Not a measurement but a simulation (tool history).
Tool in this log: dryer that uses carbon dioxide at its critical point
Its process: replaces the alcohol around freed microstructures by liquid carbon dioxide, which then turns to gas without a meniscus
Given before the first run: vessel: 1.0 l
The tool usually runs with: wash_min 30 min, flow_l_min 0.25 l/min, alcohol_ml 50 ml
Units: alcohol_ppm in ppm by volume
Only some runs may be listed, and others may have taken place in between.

run,hour,wash_min,flow_l_min,alcohol_ml,alcohol_ppm
1,0,30,0.25,50,87
2,40.3,30,0.25,50,82
3,71.7,30,0.25,50,100
4,93,30,0.25,50,93
5,142.3,30,0.25,22,54
6,170.5,30,0.25,53,100
7,197.8,30,0.25,50,90
8,225.8,30,0.25,50,99
9,248.6,30,0.25,51,106
10,286.6,30,0.25,50,114
11,314.8,30,0.25,50,102
12,351.5,30,0.285,50,45
13,390.3,30,0.32,50,40
14,411.5,30,0.25,80,156
15,458.8,30,0.25,22,71
16,482.8,30,0.25,22,64
17,513,30,0.25,50,122
18,538,30,0.25,50,115
19,559.5,30,0.25,50,119
20,600.1,30,0.316,50,38
21,636.5,39,0.316,50,28
22,663.7,28,0.25,32,117
23,713.5,23,0.25,27,247
24,753,30,0.169,50,818
25,794.9,30,0.169,50,851
26,816,30,0.265,52,117
27,837.6,31,0.34,82,53
28,883.9,31,0.34,82,48
29,931.4,37,0.25,30,56
30,974.4,37,0.25,30,61
31,1005.2,37,0.25,30,56
32,1052.6,33,0.151,39,775
33,1085,33,0.151,39,778
34,1120.1,33,0.151,39,813
35,1158.6,33,0.151,39,808
36,1189.8,33,0.151,39,827
37,1210.5,19,0.272,49,735
38,1233.9,20,0.156,71,6108
39,1262.4,20,0.156,71,6220

Here are 5 independent what-if runs from the current tool condition. What would each one return?
A,1307.1,20,0.384,71,?
B,1307.1,20,0.264,23,?
C,1307.1,27,0.25,50,?
D,1307.1,30,0.25,117,?
E,1307.1,30,0.254,33,?

run,alcohol_ppm
A,160
B,354
C,262
D,318
E,116
With no hidden state in the tool, these same runs would have given:
run,alcohol_ppm
A,68
B,225
C,145
D,177
E,41
